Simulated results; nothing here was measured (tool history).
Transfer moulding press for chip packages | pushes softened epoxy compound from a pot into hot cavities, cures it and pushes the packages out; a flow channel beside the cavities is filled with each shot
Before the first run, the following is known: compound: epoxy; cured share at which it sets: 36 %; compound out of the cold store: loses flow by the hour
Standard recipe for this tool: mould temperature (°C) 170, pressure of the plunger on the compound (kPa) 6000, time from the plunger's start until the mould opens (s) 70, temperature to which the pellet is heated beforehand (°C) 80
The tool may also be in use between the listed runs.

run	hour	mould temperature (°C)	pressure of the plunger on the compound (kPa)	time from the plunger's start until the mould opens (s)	temperature to which the pellet is heated beforehand (°C)	incoming compound's hours out of the cold store	length that the compound runs in the flow channel (mm)	greatest force on the pins that push the packages out (N)
1	0	170	6000	70	80	45.6	679	243
# hour 36.5: cavities cleaned with cleaning compound and waxed
2	52.5	170	6000	70	80	8.2	722	593
# hour 75.1: cavities cleaned with cleaning compound and waxed
# hour 111.6: cavities cleaned with cleaning compound and waxed
3	111.6	170	5240	70	80	12.1	639	251
# hour 132: mould's thermocouples calibrated
# hour 153.3: cavities cleaned with cleaning compound and waxed
# hour 191.9: cavities cleaned with cleaning compound and waxed
# hour 194.8: plunger's sealing rings changed
4	194.8	170	5240	70	80	24.8	712	252
# hour 237.1: cavities cleaned with cleaning compound and waxed
# hour 279.2: cavities cleaned with cleaning compound and waxed
5	282.7	170	5240	70	80	25.6	676	309
# hour 321: cavities cleaned with cleaning compound and waxed
# hour 362.8: cavities cleaned with cleaning compound and waxed
6	371.6	170	7110	70	80	20.2	783	398
# hour 405.1: cavities cleaned with cleaning compound and waxed
# hour 414.7: cavities cleaned with cleaning compound and waxed, once more
7	422.6	170	4970	70	80	9.1	663	378
# hour 456: cavities cleaned with cleaning compound and waxed
# hour 496.2: cavities cleaned with cleaning compound and waxed
8	513.6	170	4970	70	80	44.7	576	447
# hour 534.9: cavities cleaned with cleaning compound and waxed
# hour 560.6: plunger's sealing rings changed
# hour 574.7: cavities cleaned with cleaning compound and waxed
9	583.9	170	6000	70	80	25.1	753	377
# hour 615.9: cavities cleaned with cleaning compound and waxed
10	643.1	170	6000	70	80	45.9	698	509
# hour 659.2: cavities cleaned with cleaning compound and waxed
# hour 698.7: cavities cleaned with cleaning compound and waxed
11	722.9	170	6000	70	82	29.8	708	495
# hour 737.6: cavities cleaned with cleaning compound and waxed
12	767	170	6000	70	82	39.9	681	500
# hour 774.2: cavities cleaned with cleaning compound and waxed
# hour 811.7: cavities cleaned with cleaning compound and waxed
# hour 851.1: cavities cleaned with cleaning compound and waxed
13	851.1	170	5530	78	82	37.9	640	231
# hour 895.1: cavities cleaned with cleaning compound and waxed
# hour 909.2: mould's thermocouples calibrated
14	909.2	170	5530	78	82	36.7	620	379
# hour 928.3: plunger's sealing rings changed
# hour 937.4: cavities cleaned with cleaning compound and waxed
15	956.2	170	5530	78	82	11.1	741	405
# hour 974.2: cavities cleaned with cleaning compound and waxed
# hour 1013: cavities cleaned with cleaning compound and waxed
16	1022.2	170	5080	108	80	37.3	648	330
# hour 1053.3: cavities cleaned with cleaning compound and waxed
# hour 1097.1: cavities cleaned with cleaning compound and waxed
17	1111.3	170	5080	108	80	14.8	663	399
# hour 1136.2: cavities cleaned with cleaning compound and waxed
# hour 1177.5: cavities cleaned with cleaning compound and waxed
18	1200.9	165	6490	74	85	26.2	725	542
# hour 1217.9: cavities cleaned with cleaning compound and waxed
19	1247.8	170	7240	106	80	25.1	729	438
# hour 1258: cavities cleaned with cleaning compound and waxed
# hour 1297.9: plunger's sealing rings changed
# hour 1299.4: cavities cleaned with cleaning compound and waxed
# hour 1341.4: cavities cleaned with cleaning compound and waxed
20	1344.3	167	5210	109	82	39.6	684	255
# hour 1380.6: cavities cleaned with cleaning compound and waxed
# hour 1417.5: cavities cleaned with cleaning compound and waxed
21	1438.3	169	7350	70	73	23.5	797	497
# hour 1459.5: cavities cleaned with cleaning compound and waxed
# hour 1502.4: cavities cleaned with cleaning compound and waxed
22	1522.2	169	4840	96	73	8.7	648	435
# hour 1544.4: cavities cleaned with cleaning compound and waxed
# hour 1581.1: cavities cleaned with cleaning compound and waxed
23	1585.9	170	7380	70	80	39.4	726	334
# hour 1620.2: cavities cleaned with cleaning compound and waxed
# hour 1657.1: cavities cleaned with cleaning compound and waxed
# hour 1667.5: plunger's sealing rings changed
# hour 1690.2: mould's thermocouples calibrated
24	1690.2	170	6000	60	80	45.1	699	612

How would selected steps in length that the compound runs in the flow channel (mm) from run to run divide? Give the signed amount a tool lacking its hidden state would still show from settings, what came in and random variation, and the signed amount left for the hidden state, including any gauge scatter that is not in both of the compared results.
Hidden state at play: true mould temperature over the reading, C; pressure that reaches the compound, % of what is set; grip of the stained cavities, % over clean ones'; drift of the gauge itself on flow_mm, %; drift of the gauge itself on push_out_n, %.
Run 8 -> 9: pressure of the plunger on the compound (kPa) 4970 -> 6000, cavities cleaned with cleaning compound and waxed, plunger's sealing rings changed, cavities cleaned with cleaning compound and waxed. length that the compound runs in the flow channel (mm) +177: hidden state +68, all else +109.
Run 14 -> 15: plunger's sealing rings changed, cavities cleaned with cleaning compound and waxed. length that the compound runs in the flow channel (mm) +121: hidden state +81, all else +40.
Run 19 -> 20: mould temperature (°C) 170 -> 167, pressure of the plunger on the compound (kPa) 7240 -> 5210, time from the plunger's start until the mould opens (s) 106 -> 109, temperature to which the pellet is heated beforehand (°C) 80 -> 82, cavities cleaned with cleaning compound and waxed, plunger's sealing rings changed, cavities cleaned with cleaning compound and waxed, cavities cleaned with cleaning compound and waxed. length that the compound runs in the flow channel (mm) -45: hidden state +79, all else -124.
Run 21 -> 22: pressure of the plunger on the compound (kPa) 7350 -> 4840, time from the plunger's start until the mould opens (s) 70 -> 96, cavities cleaned with cleaning compound and waxed, cavities cleaned with cleaning compound and waxed. length that the compound runs in the flow channel (mm) -149: hidden state -13, all else -136.
